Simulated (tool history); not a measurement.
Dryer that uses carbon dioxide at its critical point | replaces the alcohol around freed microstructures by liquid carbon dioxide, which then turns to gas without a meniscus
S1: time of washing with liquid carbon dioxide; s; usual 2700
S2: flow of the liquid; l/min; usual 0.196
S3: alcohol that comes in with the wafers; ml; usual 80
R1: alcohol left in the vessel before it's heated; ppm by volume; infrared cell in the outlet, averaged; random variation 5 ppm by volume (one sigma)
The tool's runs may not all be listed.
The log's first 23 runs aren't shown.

Run 24, day 46.067: usual settings but S3 67 ml. Result: R1 209 ppm by volume.
Run 25, day 48.529: usual settings but S1 2760 s, S2 0.325 l/min, S3 27 ml. Result: R1 154 ppm by volume.
Run 26, day 49.888: usual settings but S1 2220 s, S2 0.121 l/min, S3 35 ml. Result: R1 1145 ppm by volume.
Run 27, day 51.371: usual settings but S1 3000 s, S2 0.128 l/min, S3 24 ml. Result: R1 300 ppm by volume.
Run 28, day 53.896: usual settings but S3 62 ml. Result: R1 233 ppm by volume.
Run 29, day 56.579: usual settings but S3 62 ml. Result: R1 252 ppm by volume.
At day 57.162: inlet filter changed.
Run 30, day 58.950: usual settings but S1 2460 s, S3 58 ml. Result: R1 257 ppm by volume.
Run 31, day 61.588: usual settings but S1 4080 s, S3 36 ml. Result: R1 196 ppm by volume.
Run 32, day 62.738: usual settings but S1 4080 s, S2 0.137 l/min, S3 118 ml. Result: R1 243 ppm by volume.
Run 33, day 65.271: usual settings but S1 2160 s, S2 0.269 l/min. Result: R1 246 ppm by volume.
Run 34, day 67.621: usual settings but S1 2160 s, S2 0.269 l/min. Result: R1 236 ppm by volume.
Run 35, day 69.092: usual settings but S1 4020 s, S2 0.194 l/min, S3 33 ml. Result: R1 229 ppm by volume.
Run 36, day 71.692: usual settings but S1 1980 s, S2 0.194 l/min, S3 33 ml. Result: R1 424 ppm by volume.
Run 37, day 74.308: usual settings but S1 1980 s, S2 0.194 l/min, S3 33 ml. Result: R1 445 ppm by volume.
At day 76.242: purifier's bed changed.
Run 38, day 77.179: usual settings but S1 1800 s, S2 0.215 l/min, S3 48 ml. Result: R1 280 ppm by volume.
Run 39, day 79.671: usual settings but S1 3300 s, S2 0.317 l/min, S3 48 ml. Result: R1 16 ppm by volume.
At day 80.192: inlet filter changed.
Run 40, day 82.304: usual settings but S3 21 ml. Result: R1 27 ppm by volume.
Run 41, day 83.504: usual settings but S1 1800 s, S2 0.163 l/min, S3 103 ml. Result: R1 1775 ppm by volume.
Run 42, day 85.971: usual settings but S1 1920 s, S2 0.201 l/min, S3 103 ml. Result: R1 507 ppm by volume.
Run 43, day 87.825: usual settings but S1 1920 s, S2 0.201 l/min, S3 103 ml. Result: R1 529 ppm by volume.
Run 44, day 90.283: usual settings but S1 1920 s, S2 0.134 l/min, S3 103 ml. Result: R1 3161 ppm by volume.
Run 45, day 91.554: usual settings but S1 2040 s, S2 0.225 l/min, S3 104 ml. Result: R1 232 ppm by volume.
Run 46, day 93.125: usual settings but S1 2940 s, S2 0.157 l/min, S3 44 ml. Result: R1 144 ppm by volume.

3 ways to go on from here, each from the tool as it stands after run 46. What would each give?
Run A, day 94.596: usual settings but S1 2160 s, S2 0.221 l/min, S3 44 ml. Result: R1 ?.
Run B, day 94.596: usual settings but S2 0.242 l/min. Result: R1 ?.
Run C, day 94.596: usual settings but S1 2160 s, S2 0.242 l/min, S3 82 ml. Result: R1 ?.

run   R1
  A  127
  B   68
  C  137
Without the tool's hidden state the same runs would have given:
run  R1
  A  50
  B   9
  C  55
